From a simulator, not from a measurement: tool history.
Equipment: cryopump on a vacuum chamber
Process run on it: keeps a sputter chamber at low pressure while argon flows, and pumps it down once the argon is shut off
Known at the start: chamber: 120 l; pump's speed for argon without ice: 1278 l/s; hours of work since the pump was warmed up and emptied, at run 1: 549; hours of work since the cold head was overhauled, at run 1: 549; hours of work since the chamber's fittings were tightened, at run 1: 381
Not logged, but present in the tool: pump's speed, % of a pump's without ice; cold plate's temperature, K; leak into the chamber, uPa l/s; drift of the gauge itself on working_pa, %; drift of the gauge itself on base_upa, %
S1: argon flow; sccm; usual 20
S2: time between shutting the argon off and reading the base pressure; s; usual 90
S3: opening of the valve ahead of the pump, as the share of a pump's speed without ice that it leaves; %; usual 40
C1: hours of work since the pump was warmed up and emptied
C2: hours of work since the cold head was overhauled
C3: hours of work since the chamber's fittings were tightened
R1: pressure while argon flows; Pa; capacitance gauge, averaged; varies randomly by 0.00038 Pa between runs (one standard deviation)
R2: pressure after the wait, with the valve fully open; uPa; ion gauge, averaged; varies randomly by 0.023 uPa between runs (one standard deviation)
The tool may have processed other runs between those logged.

run,hour,S1,S2,S3,C1,C2,C3,R1,R2
1,0.0,20,90,40,549,549,381,0.0686,0.99
2,11.5,20,90,40,559,559,391,0.0693,0.96
3,27.1,20,90,40,572,572,404,0.0693,0.97
4,45.4,20,90,56,587,587,419,0.0496,1.00
5,56.0,20,90,56,596,596,428,0.0498,1.02
6,69.6,28,90,56,607,607,439,0.0697,1.02
7,85.3,12,90,56,620,620,452,0.0298,1.01
8,99.1,12,90,56,631,631,464,0.0300,1.01
9,117.8,12,90,56,647,647,479,0.0299,0.98
10,135.9,38,90,56,662,662,494,0.0953,1.01
11,150.0,38,90,56,674,674,506,0.0944,1.06
12,159.4,20,90,40,682,682,514,0.0693,1.08
13,177.8,23,44,15,697,697,529,0.2066,1.57
14,190.3,13,55,20,707,707,540,0.0876,1.38
15,208.1,13,55,20,722,722,554,0.0880,1.38
16,222.2,20,37,40,734,734,566,0.0700,1.81
17,231.0,19,166,40,741,741,573,0.0659,0.87
18,243.2,20,98,50,751,751,584,0.0567,1.10
19,260.9,20,98,50,766,766,598,0.0562,1.09
20,275.5,20,98,50,778,778,610,0.0566,1.03
21,292.8,20,98,50,792,792,625,0.0559,1.12
22,304.0,22,25,50,802,802,634,0.0616,2.36
23,312.0,32,51,43,808,808,641,0.1049,1.56

Forecast each of these 5 alternatives for the next run:
A,324.3,20,134,30,819,819,651,?,?
B,324.3,13,51,43,819,819,651,?,?
C,324.3,31,197,45,819,819,651,?,?
D,324.3,20,167,40,819,819,651,?,?
E,324.3,10,41,43,819,819,651,?,?

run,R1,R2
A,0.0923,0.93
B,0.0423,1.55
C,0.0980,0.85
D,0.0697,0.97
E,0.0328,1.70
Had the tool no hidden state, the same runs would have come out as:
run,R1,R2
A,0.0887,0.53
B,0.0399,1.14
C,0.0923,0.44
D,0.0661,0.55
E,0.0310,1.29
